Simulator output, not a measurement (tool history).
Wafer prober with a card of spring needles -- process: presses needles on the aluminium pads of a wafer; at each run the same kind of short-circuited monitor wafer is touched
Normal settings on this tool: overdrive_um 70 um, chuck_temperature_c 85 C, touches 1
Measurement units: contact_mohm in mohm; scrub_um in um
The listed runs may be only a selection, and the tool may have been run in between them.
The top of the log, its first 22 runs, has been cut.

-- day=10.375 tips cleaned on abrasive film
run 23 day=10.642 | overdrive_um=70 chuck_temperature_c=85 touches=1 | contact_mohm=248 scrub_um=19.16
-- day=10.871 tips cleaned on abrasive film
run 24 day=11.192 | overdrive_um=74 chuck_temperature_c=85 touches=1 | contact_mohm=248 scrub_um=20.26
-- day=11.317 tips cleaned on abrasive film
run 25 day=11.725 | overdrive_um=74 chuck_temperature_c=37 touches=1 | contact_mohm=253 scrub_um=20.25
-- day=11.788 tips cleaned on abrasive film
-- day=12.233 tips cleaned on abrasive film
run 26 day=12.300 | overdrive_um=75 chuck_temperature_c=86 touches=1 | contact_mohm=213 scrub_um=20.47
-- day=12.704 tips cleaned on abrasive film
run 27 day=12.958 | overdrive_um=86 chuck_temperature_c=26 touches=2 | contact_mohm=204 scrub_um=23.49
-- day=13.162 tips cleaned on abrasive film
run 28 day=13.283 | overdrive_um=70 chuck_temperature_c=67 touches=2 | contact_mohm=209 scrub_um=19.15
-- day=13.646 tips cleaned on abrasive film
run 29 day=13.883 | overdrive_um=73 chuck_temperature_c=89 touches=1 | contact_mohm=241 scrub_um=19.85
-- day=14.100 tips cleaned on abrasive film
run 30 day=14.375 | overdrive_um=56 chuck_temperature_c=85 touches=2 | contact_mohm=250 scrub_um=15.20
-- day=14.554 tips cleaned on abrasive film
-- day=14.788 height of the first contact set anew
run 31 day=14.904 | overdrive_um=78 chuck_temperature_c=37 touches=2 | contact_mohm=215 scrub_um=21.46

Here are 5 independent what-if runs from the current tool condition. What would each one return?
-- day=15.025 tips cleaned on abrasive film
run A day=15.242 | overdrive_um=70 chuck_temperature_c=85 touches=3 | contact_mohm=? scrub_um=?
-- day=15.025 tips cleaned on abrasive film
run B day=15.242 | overdrive_um=61 chuck_temperature_c=37 touches=2 | contact_mohm=? scrub_um=?
-- day=15.025 tips cleaned on abrasive film
run C day=15.242 | overdrive_um=63 chuck_temperature_c=85 touches=3 | contact_mohm=? scrub_um=?
-- day=15.025 tips cleaned on abrasive film
run D day=15.242 | overdrive_um=84 chuck_temperature_c=85 touches=2 | contact_mohm=? scrub_um=?
-- day=15.025 tips cleaned on abrasive film
run E day=15.242 | overdrive_um=57 chuck_temperature_c=82 touches=1 | contact_mohm=? scrub_um=?

run=A contact_mohm=215 scrub_um=19.33
run=B contact_mohm=229 scrub_um=16.87
run=C contact_mohm=217 scrub_um=17.33
run=D contact_mohm=214 scrub_um=23.21
run=E contact_mohm=269 scrub_um=15.69
With no hidden state in the tool, these same runs would have given:
run=A contact_mohm=197 scrub_um=19.35
run=B contact_mohm=190 scrub_um=16.88
run=C contact_mohm=196 scrub_um=17.34
run=D contact_mohm=193 scrub_um=23.23
run=E contact_mohm=201 scrub_um=15.70
